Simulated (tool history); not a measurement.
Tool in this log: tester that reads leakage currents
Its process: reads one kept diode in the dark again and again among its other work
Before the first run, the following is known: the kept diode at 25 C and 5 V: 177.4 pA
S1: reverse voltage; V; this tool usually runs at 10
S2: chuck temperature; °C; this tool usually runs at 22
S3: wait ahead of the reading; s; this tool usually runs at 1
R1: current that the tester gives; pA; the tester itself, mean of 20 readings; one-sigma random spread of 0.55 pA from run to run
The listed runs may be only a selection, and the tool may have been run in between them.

Run 1, hour 0: usual settings. Result: R1 196.52 pA.
Run 2, hour 21.2: usual settings. Result: R1 196.58 pA.
Run 3, hour 65.6: usual settings but S3 0.61 s. Result: R1 199.72 pA.
Run 4, hour 96.4: usual settings but S2 32 °C. Result: R1 468.64 pA.
Run 5, hour 136.6: usual settings. Result: R1 199.15 pA.
Run 6, hour 164: usual settings but S1 7.3 V. Result: R1 173.22 pA.
Run 7, hour 198.1: usual settings. Result: R1 200.13 pA.
Run 8, hour 226.7: usual settings. Result: R1 201.34 pA.
Run 9, hour 267.7: usual settings. Result: R1 201.98 pA.
Run 10, hour 296.3: usual settings. Result: R1 202.82 pA.
Run 11, hour 338.3: usual settings but S1 3.1 V. Result: R1 120.48 pA.
Run 12, hour 367.1: usual settings but S2 56 °C, S3 0.83 s. Result: R1 3211.94 pA.
Run 13, hour 391.3: usual settings but S1 7 V, S3 2.59 s. Result: R1 173.77 pA.
Run 14, hour 428.4: usual settings but S1 1.8 V, S2 56 °C, S3 0.74 s. Result: R1 1538.68 pA.
Run 15, hour 468.1: usual settings but S1 1 V, S2 28 °C, S3 2.95 s. Result: R1 126.86 pA.
Run 16, hour 503.5: usual settings but S1 3.2 V, S2 31 °C, S3 0.41 s. Result: R1 275.12 pA.
Run 17, hour 545.5: usual settings but S1 10.2 V, S2 57 °C. Result: R1 3546.47 pA.
Run 18, hour 592.9: usual settings but S1 10.2 V, S2 57 °C. Result: R1 3546.51 pA.

Below are 3 alternative next runs, each starting from the tool's condition after run 18. Predict each:
Run A, hour 628.1: usual settings but S1 11.8 V, S3 6.2 s. Result: R1 ?.
Run B, hour 628.1: usual settings but S1 17 V, S2 20 °C. Result: R1 ?.
Run C, hour 628.1: usual settings but S1 4.2 V, S2 25 °C, S3 0.6 s. Result: R1 ?.

run      R1
  A   224.2
  B  224.63
  C   186.7
The same runs, with their run-to-run variation unchanged, on a tool lacking any hidden condition would have given:
run      R1
  A  194.87
  B  191.22
  C  167.07
